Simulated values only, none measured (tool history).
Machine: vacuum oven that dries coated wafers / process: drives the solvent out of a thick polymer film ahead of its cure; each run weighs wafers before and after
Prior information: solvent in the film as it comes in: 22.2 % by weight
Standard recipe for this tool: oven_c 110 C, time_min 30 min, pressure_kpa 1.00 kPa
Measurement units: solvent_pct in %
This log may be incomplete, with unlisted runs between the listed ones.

run     day  oven_c  time_min  pressure_kpa  solvent_pct
  1   0.000     110        30          1.00         1.33
  2   0.329     110        30          1.00         1.33
  3   0.808     110        30          1.00         1.32
  4   1.396     110        30          1.00         1.27
  5   1.871     110        30          1.00         1.33
  6   2.112     110        30          1.00         1.35
  7   2.525     110        30          1.00         1.29
  8   2.992     110        30          1.00         1.33
  9   3.262     110        30          1.00         1.32
 10   3.671     110        30          1.00         1.33
 11   4.192     110        45          1.00         0.59
 12   4.642     110        30          1.00         1.31
 13   5.012     123        30          1.00         0.37
 14   5.354     123        30          1.00         0.37
 15   5.654     123        30          1.00         0.38
 16   6.079     123        30          1.00         0.35
 17   6.383     123        52          1.00         0.27
 18   6.833     110        30          1.00         1.35
 19   7.392     110        30          1.00         1.32
 20   7.688     110        43          1.00         0.64
 21   8.008     110        22          0.56         2.27
 22   8.488     119        27          1.82         0.89
 23   8.912     119        27          1.82         0.87
 24   9.175      97        30          1.00         3.92
 25   9.433     109        21          1.00         2.90
 26   9.725     109        21          1.00         2.89
 27  10.042     104        30          1.00         2.32
 28  10.642     104        30          1.00         2.31
 29  11.162     102        51          1.00         1.01
 30  11.746     109        22          1.55         2.86
 31  12.017     114        34          1.00         0.66
 32  12.321     124        30          2.74         0.73
 33  12.771     115        30          2.74         1.30
 34  13.108     117        30          1.00         0.64
 35  13.438     117        30          1.00         0.63
 36  13.975     101        37          1.52         2.28
 37  14.575     108        16          2.34         5.03

What does the tool deliver on the next run?
 38  14.967     124        30          1.00            ?

solvent_pct: 0.35 %
Take away the tool's hidden state, keep the run-to-run variation as it was, and the same run would have given solvent_pct 0.35 %.
